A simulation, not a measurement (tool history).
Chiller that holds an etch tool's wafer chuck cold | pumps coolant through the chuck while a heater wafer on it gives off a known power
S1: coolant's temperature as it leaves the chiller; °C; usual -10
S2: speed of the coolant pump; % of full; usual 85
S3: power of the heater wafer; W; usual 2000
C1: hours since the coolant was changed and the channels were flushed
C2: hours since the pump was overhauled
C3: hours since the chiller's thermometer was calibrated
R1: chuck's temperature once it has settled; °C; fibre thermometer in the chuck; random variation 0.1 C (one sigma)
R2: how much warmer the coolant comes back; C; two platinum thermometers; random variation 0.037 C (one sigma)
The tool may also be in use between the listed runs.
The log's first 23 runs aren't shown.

| run | hour | S1 | S2 | S3 | C1 | C2 | C3 | R1 | R2 |
|---|---|---|---|---|---|---|---|---|---|
| 24 | 2267.7 | -9 | 68 | 1644 | 3234 | 3470 | 612 | 17.0 | 8.54 |
| 25 | 2371.2 | -18 | 99 | 1237 | 3338 | 3574 | 715 | -4.8 | 4.21 |
| 26 | 2435.4 | -18 | 99 | 1237 | 3402 | 3638 | 780 | -4.6 | 4.15 |
| 27 | 2500.8 | -18 | 72 | 1852 | 3467 | 3703 | 845 | 9.9 | 8.96 |
| 28 | 2641.3 | -18 | 92 | 1234 | 3608 | 3844 | 986 | -3.5 | 4.54 |
| 29 | 2730.3 | -14 | 76 | 1964 | 3697 | 3933 | 1075 | 14.3 | 9.02 |
| 30 | 2860.8 | 0 | 61 | 1290 | 3827 | 4063 | 1205 | 23.5 | 7.66 |
| 31 | 2979.5 | -11 | 61 | 1290 | 3946 | 4182 | 1324 | 12.7 | 7.63 |
| 32 | 3113.9 | -15 | 85 | 1191 | 4080 | 4316 | 1458 | 0.7 | 4.83 |

Forecast each of these 4 alternatives for the next run:
| A | 3206.1 | -10 | 89 | 1596 | 4173 | 4409 | 1550 | ? | ? |
| B | 3206.1 | -15 | 61 | 2472 | 4173 | 4409 | 1550 | ? | ? |
| C | 3206.1 | -6 | 72 | 1323 | 4173 | 4409 | 1550 | ? | ? |
| D | 3206.1 | -10 | 86 | 2000 | 4173 | 4409 | 1550 | ? | ? |

| run | R1 | R2 |
|---|---|---|
| A | 9.9 | 6.13 |
| B | 30.8 | 14.77 |
| C | 14.7 | 6.53 |
| D | 16.0 | 8.10 |
Without the tool's hidden state the same runs would have given:
| run | R1 | R2 |
|---|---|---|
| A | 6.3 | 5.64 |
| B | 22.7 | 13.60 |
| C | 11.0 | 6.01 |
| D | 11.3 | 7.46 |
